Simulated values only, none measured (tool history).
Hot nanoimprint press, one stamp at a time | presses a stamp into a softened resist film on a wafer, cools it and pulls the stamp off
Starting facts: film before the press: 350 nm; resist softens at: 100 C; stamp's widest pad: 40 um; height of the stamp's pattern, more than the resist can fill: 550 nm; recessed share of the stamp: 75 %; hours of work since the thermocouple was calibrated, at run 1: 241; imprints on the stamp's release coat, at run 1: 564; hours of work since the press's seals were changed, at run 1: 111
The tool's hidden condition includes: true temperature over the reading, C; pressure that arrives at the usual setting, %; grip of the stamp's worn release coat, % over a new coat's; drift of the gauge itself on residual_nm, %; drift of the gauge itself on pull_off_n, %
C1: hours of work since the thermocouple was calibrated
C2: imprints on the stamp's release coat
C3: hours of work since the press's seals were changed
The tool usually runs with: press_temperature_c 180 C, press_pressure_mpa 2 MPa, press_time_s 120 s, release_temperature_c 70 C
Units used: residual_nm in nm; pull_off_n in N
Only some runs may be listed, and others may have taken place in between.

run 1 hour=0 | press_temperature_c=180 press_pressure_mpa=2 press_time_s=120 release_temperature_c=70 | C1=241 C2=564 C3=111 | residual_nm=205.4 pull_off_n=141
-- hour=37.4 stamp cleaned and given a new release coat
run 2 hour=42.2 | press_temperature_c=180 press_pressure_mpa=2 press_time_s=120 release_temperature_c=70 | C1=266 C2=22 C3=136 | residual_nm=207.5 pull_off_n=132
run 3 hour=65.6 | press_temperature_c=180 press_pressure_mpa=2 press_time_s=175 release_temperature_c=70 | C1=282 C2=130 C3=152 | residual_nm=183.3 pull_off_n=133
run 4 hour=90.7 | press_temperature_c=180 press_pressure_mpa=1.91 press_time_s=120 release_temperature_c=70 | C1=300 C2=246 C3=170 | residual_nm=209.4 pull_off_n=136
run 5 hour=132.5 | press_temperature_c=180 press_pressure_mpa=1.91 press_time_s=120 release_temperature_c=70 | C1=329 C2=440 C3=199 | residual_nm=212 pull_off_n=140
-- hour=193.3 stamp cleaned and given a new release coat
run 6 hour=193.3 | press_temperature_c=180 press_pressure_mpa=1.91 press_time_s=120 release_temperature_c=70 | C1=367 C2=0 C3=237 | residual_nm=211.4 pull_off_n=130
run 7 hour=217.4 | press_temperature_c=180 press_pressure_mpa=2 press_time_s=120 release_temperature_c=70 | C1=384 C2=111 C3=254 | residual_nm=209.8 pull_off_n=135
run 8 hour=243.9 | press_temperature_c=177 press_pressure_mpa=2.47 press_time_s=96 release_temperature_c=70 | C1=402 C2=234 C3=272 | residual_nm=231.6 pull_off_n=134
-- hour=301.9 plate thermocouple calibrated
run 9 hour=303.8 | press_temperature_c=179 press_pressure_mpa=1.23 press_time_s=118 release_temperature_c=57 | C1=1 C2=497 C3=312 | residual_nm=252 pull_off_n=161
-- hour=353.2 stamp cleaned and given a new release coat
run 10 hour=363.6 | press_temperature_c=180 press_pressure_mpa=2 press_time_s=74 release_temperature_c=70 | C1=39 C2=49 C3=349 | residual_nm=236.4 pull_off_n=131
run 11 hour=397.6 | press_temperature_c=180 press_pressure_mpa=2 press_time_s=74 release_temperature_c=70 | C1=62 C2=206 C3=373 | residual_nm=236.7 pull_off_n=132
run 12 hour=442 | press_temperature_c=180 press_pressure_mpa=2.8 press_time_s=99 release_temperature_c=57 | C1=93 C2=411 C3=404 | residual_nm=194.3 pull_off_n=159
run 13 hour=491.9 | press_temperature_c=180 press_pressure_mpa=2.8 press_time_s=149 release_temperature_c=65 | C1=128 C2=641 C3=439 | residual_nm=168.3 pull_off_n=150
-- hour=509.7 stamp cleaned and given a new release coat
run 14 hour=529.2 | press_temperature_c=188 press_pressure_mpa=1.4 press_time_s=206 release_temperature_c=57 | C1=150 C2=90 C3=460 | residual_nm=143.6 pull_off_n=153

3 options for the next run, each taken on its own from the tool as it stands now. Forecast them:
run A hour=570.3 | press_temperature_c=168 press_pressure_mpa=2.87 press_time_s=79 release_temperature_c=70 | C1=178 C2=280 C3=489 | residual_nm=? pull_off_n=?
run B hour=570.3 | press_temperature_c=190 press_pressure_mpa=1.64 press_time_s=120 release_temperature_c=70 | C1=178 C2=280 C3=489 | residual_nm=? pull_off_n=?
run C hour=570.3 | press_temperature_c=188 press_pressure_mpa=1.58 press_time_s=120 release_temperature_c=70 | C1=178 C2=280 C3=489 | residual_nm=? pull_off_n=?

run=A residual_nm=297.4 pull_off_n=136
run=B residual_nm=152.5 pull_off_n=139
run=C residual_nm=168.5 pull_off_n=137
Without the tool's hidden state the same runs would have given:
run=A residual_nm=292.8 pull_off_n=130
run=B residual_nm=148.6 pull_off_n=133
run=C residual_nm=164.4 pull_off_n=131
